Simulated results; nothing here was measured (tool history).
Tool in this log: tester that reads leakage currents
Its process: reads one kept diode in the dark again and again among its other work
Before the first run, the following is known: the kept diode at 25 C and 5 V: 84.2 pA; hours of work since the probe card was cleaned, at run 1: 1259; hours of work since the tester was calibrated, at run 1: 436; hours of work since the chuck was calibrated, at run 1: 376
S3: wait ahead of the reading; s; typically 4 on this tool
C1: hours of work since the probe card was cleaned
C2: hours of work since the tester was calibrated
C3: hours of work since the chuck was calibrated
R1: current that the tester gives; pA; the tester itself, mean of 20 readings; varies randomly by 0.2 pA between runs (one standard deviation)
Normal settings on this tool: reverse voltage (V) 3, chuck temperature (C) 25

Run 1, hour 0: usual settings; C1 1259; C2 436; C3 376. Result: R1 70.08 pA.
Run 2, hour 20.2: usual settings; C1 1274; C2 451; C3 392. Result: R1 70.24 pA.
Run 3, hour 46: usual settings; C1 1294; C2 471; C3 411. Result: R1 69.99 pA.
Run 4, hour 71.4: usual settings; C1 1313; C2 490; C3 430. Result: R1 70.29 pA.
Run 5, hour 108: usual settings; C1 1341; C2 518; C3 458. Result: R1 70.77 pA.
Run 6, hour 143.4: usual settings; C1 1368; C2 545; C3 485. Result: R1 70.16 pA.
Run 7, hour 165.8: usual settings; C1 1385; C2 562; C3 502. Result: R1 70.21 pA.
Run 8, hour 181.3: usual settings; C1 1396; C2 573; C3 514. Result: R1 70.1 pA.
Run 9, hour 208.3: usual settings but reverse voltage (V) 18.75; C1 1417; C2 594; C3 534. Result: R1 185.34 pA.
Run 10, hour 225.6: usual settings but reverse voltage (V) 18.75; C1 1430; C2 607; C3 547. Result: R1 185.26 pA.
Run 11, hour 247.5: usual settings but S3 4.59 s; C1 1447; C2 624; C3 564. Result: R1 70.03 pA.
Run 12, hour 269.9: usual settings but S3 4.59 s; C1 1464; C2 641; C3 581. Result: R1 70.05 pA.
Run 13, hour 302.4: usual settings but reverse voltage (V) 3.48, chuck temperature (C) 26, S3 0.91 s; C1 1488; C2 665; C3 605. Result: R1 81.72 pA.
Run 14, hour 326.6: usual settings but reverse voltage (V) 15.22, chuck temperature (C) 30; C1 1506; C2 683; C3 624. Result: R1 231.64 pA.
Run 15, hour 349.7: usual settings but reverse voltage (V) 15.22, chuck temperature (C) 30; C1 1524; C2 701; C3 641. Result: R1 230.97 pA.

Forecast each of these 3 alternatives for the next run:
Run A, hour 368.3: usual settings but reverse voltage (V) 2.29, chuck temperature (C) 42, S3 3.65 s; C1 1538; C2 715; C3 655. Result: R1 ?.
Run B, hour 368.3: usual settings but reverse voltage (V) 15.22, chuck temperature (C) 56; C1 1538; C2 715; C3 655. Result: R1 ?.
Run C, hour 368.3: usual settings but reverse voltage (V) 11.77, chuck temperature (C) 59, S3 0.99 s; C1 1538; C2 715; C3 655. Result: R1 ?.

run       R1
  A   204.41
  B  1273.45
  C  1354.61
Without the tool's unlogged condition, the same runs would have read:
run       R1
  A    204.1
  B   1268.4
  C  1356.64
